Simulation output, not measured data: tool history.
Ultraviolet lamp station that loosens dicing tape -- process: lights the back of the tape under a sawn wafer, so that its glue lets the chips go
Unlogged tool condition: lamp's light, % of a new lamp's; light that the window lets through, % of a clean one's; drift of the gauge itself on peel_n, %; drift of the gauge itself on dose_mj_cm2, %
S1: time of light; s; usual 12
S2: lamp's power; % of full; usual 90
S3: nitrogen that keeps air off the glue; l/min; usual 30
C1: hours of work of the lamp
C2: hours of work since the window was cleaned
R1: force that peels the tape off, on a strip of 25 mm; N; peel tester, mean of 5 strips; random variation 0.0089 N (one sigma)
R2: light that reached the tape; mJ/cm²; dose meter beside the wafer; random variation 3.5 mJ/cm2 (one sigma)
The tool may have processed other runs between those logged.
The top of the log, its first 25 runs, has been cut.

Run 26, day 12.438: usual settings but S1 16 s, S3 43 l/min; C1 376; C2 174. Result: R1 0.285 N, R2 632 mJ/cm².
Run 27, day 12.733: usual settings but S1 16 s, S3 43 l/min; C1 379; C2 177. Result: R1 0.3 N, R2 627 mJ/cm².
Run 28, day 13.062: usual settings but S1 16 s, S3 41 l/min; C1 382; C2 181. Result: R1 0.294 N, R2 623 mJ/cm².
Run 29, day 13.567: usual settings but S1 9 s, S2 97 % of full, S3 52 l/min; C1 387; C2 186. Result: R1 0.561 N, R2 376 mJ/cm².
Run 30, day 14.008: usual settings but S1 15 s, S2 93 % of full, S3 54 l/min; C1 392; C2 191. Result: R1 0.294 N, R2 608 mJ/cm².
Run 31, day 14.521: usual settings but S1 13 s, S2 81 % of full; C1 397; C2 196. Result: R1 0.54 N, R2 455 mJ/cm².
Run 32, day 15.112: usual settings but S1 7 s, S2 74 % of full; C1 403; C2 202. Result: R1 1.703 N, R2 222 mJ/cm².
Run 33, day 15.671: usual settings but S1 7 s, S2 74 % of full; C1 409; C2 208. Result: R1 1.631 N, R2 220 mJ/cm².
Run 34, day 16.117: usual settings but S1 20 s, S2 67 % of full; C1 414; C2 212. Result: R1 0.364 N, R2 567 mJ/cm².
Run 35, day 16.525: usual settings but S1 21 s, S2 86 % of full; C1 418; C2 216. Result: R1 0.269 N, R2 765 mJ/cm².
Run 36, day 16.85: usual settings but S1 21 s, S2 64 % of full, S3 13 l/min; C1 421; C2 220. Result: R1 0.611 N, R2 573 mJ/cm².
Run 37, day 17.462: usual settings but S1 8 s, S2 94 % of full; C1 428; C2 226. Result: R1 0.967 N, R2 319 mJ/cm².
Run 38, day 18.025: usual settings but S1 8 s, S2 94 % of full; C1 433; C2 232. Result: R1 1.006 N, R2 314 mJ/cm².
Run 39, day 18.488: usual settings but S1 8 s, S2 94 % of full; C1 438; C2 237. Result: R1 1.017 N, R2 314 mJ/cm².
Run 40, day 19.1: usual settings but S1 8 s, S2 94 % of full; C1 444; C2 243. Result: R1 1.009 N, R2 315 mJ/cm².
Run 41, day 19.754: usual settings but S1 8 s, S2 71 % of full, S3 19 l/min; C1 451; C2 250. Result: R1 1.883 N, R2 234 mJ/cm².
Run 42, day 20.088: usual settings but S1 8 s, S2 71 % of full, S3 19 l/min; C1 455; C2 253. Result: R1 1.933 N, R2 229 mJ/cm².
Run 43, day 20.733: usual settings but S1 8 s, S2 71 % of full, S3 19 l/min; C1 461; C2 260. Result: R1 1.937 N, R2 235 mJ/cm².

Alternative continuations, all from the tool just after run 43; predict every row:
Run A, day 21.333: usual settings but S1 6 s, S2 71 % of full, S3 19 l/min; C1 467; C2 266. Result: R1 ?, R2 ?.
Run B, day 21.333: usual settings but S3 13 l/min; C1 467; C2 266. Result: R1 ?, R2 ?.
Run C, day 21.333: usual settings but S1 7 s; C1 467; C2 266. Result: R1 ?, R2 ?.
Run D, day 21.333: usual settings but S1 9 s, S2 71 % of full, S3 14 l/min; C1 467; C2 266. Result: R1 ?, R2 ?.
Run E, day 21.333: usual settings but S3 10 l/min; C1 467; C2 266. Result: R1 ?, R2 ?.

run     R1   R2
  A  2.621  177
  B   0.93  446
  C  1.379  260
  D  1.908  261
  E  1.073  442
Stripped of hidden state, with their random variation kept, the same runs would have yielded:
run     R1   R2
  A   1.99  229
  B  0.589  578
  C   0.91  338
  D  1.346  339
  E  0.689  574
